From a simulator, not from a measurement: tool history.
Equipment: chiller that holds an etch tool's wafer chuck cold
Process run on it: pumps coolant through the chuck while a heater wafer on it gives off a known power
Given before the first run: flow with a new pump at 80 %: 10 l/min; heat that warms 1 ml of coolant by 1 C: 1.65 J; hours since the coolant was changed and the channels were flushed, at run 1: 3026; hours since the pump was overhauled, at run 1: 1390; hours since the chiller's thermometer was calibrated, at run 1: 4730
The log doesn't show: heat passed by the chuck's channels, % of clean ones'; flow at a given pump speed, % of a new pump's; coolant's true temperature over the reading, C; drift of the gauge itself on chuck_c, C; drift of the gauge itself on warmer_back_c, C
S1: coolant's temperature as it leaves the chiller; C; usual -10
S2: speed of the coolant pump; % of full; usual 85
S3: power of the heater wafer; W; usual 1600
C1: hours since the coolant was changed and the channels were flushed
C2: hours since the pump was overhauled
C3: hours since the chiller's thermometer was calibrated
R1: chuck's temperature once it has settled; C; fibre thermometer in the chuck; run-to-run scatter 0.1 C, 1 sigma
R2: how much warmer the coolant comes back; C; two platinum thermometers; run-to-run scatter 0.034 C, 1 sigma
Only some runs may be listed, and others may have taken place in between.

run,hour,S1,S2,S3,C1,C2,C3,R1,R2
1,0,-10,85,1600,3026,1390,4730,5.5,5.39
2,50.8,-12,85,1600,3077,1441,4780,3.5,5.46
3,75.1,-17,85,1600,3101,1466,4805,-1.6,5.49
4,114.6,-17,85,1600,3141,1505,4844,-1.6,5.42
5,140.4,-17,85,1600,3166,1531,4870,-1.6,5.49
6,174.9,-17,85,1600,3201,1565,4904,-1.6,5.41
# hour 223: chiller's thermometer calibrated
7,223,-10,85,1600,3248,1612,0,5.5,5.47
8,243.9,-10,85,1600,3269,1633,21,5.5,5.44
9,272.7,-9,85,1600,3298,1662,50,6.5,5.46
10,297.6,-9,85,1600,3322,1687,75,6.7,5.57
11,337.6,-9,85,1600,3363,1727,115,6.3,5.44
12,381.9,-10,85,1600,3407,1771,159,5.5,5.48
13,408,-10,85,1600,3433,1797,185,5.3,5.46
14,447.6,-10,85,1600,3473,1837,225,5.4,5.41
15,491.8,-10,85,1600,3517,1881,269,5.5,5.46
16,535,-10,85,1600,3560,1924,312,5.5,5.51
17,576.7,-10,85,1600,3602,1966,354,5.4,5.44
18,620.9,-10,66,1201,3646,2010,398,4.6,5.35
19,670.6,-10,66,1201,3695,2060,448,4.9,5.37
20,709,-18,92,903,3734,2098,486,-9.9,2.9
21,752.8,-16,85,903,3778,2142,530,-7.3,3.1
22,802.2,-16,85,903,3827,2192,579,-7.3,3.1
23,834.3,-15,94,1600,3859,2224,611,-1.1,4.88
24,879.4,-9,85,1600,3904,2269,656,6.3,5.49
25,910.3,-9,85,1600,3935,2300,687,6.1,5.47
26,932.2,-16,95,1374,3957,2322,709,-4.2,4.22
27,962.5,-16,95,1374,3987,2352,739,-4.3,4.2
28,1006.9,-16,81,1615,4032,2396,784,0.4,5.79
29,1038.1,-16,81,1615,4063,2428,815,0.4,5.79
30,1084.9,-13,91,1600,4110,2474,862,1.2,5.03
31,1118.3,-10,91,952,4143,2508,895,-1.5,3.08
32,1149,-10,91,952,4174,2538,926,-1.4,3.02

Across each entry between runs, compare the hidden state at the last listed run before it with the hidden state at the first listed run after it:
Between runs 6 and 7: chiller's thermometer calibrated (hour 223)
  coolant's true temperature over the reading, C: 0.01 -> 0
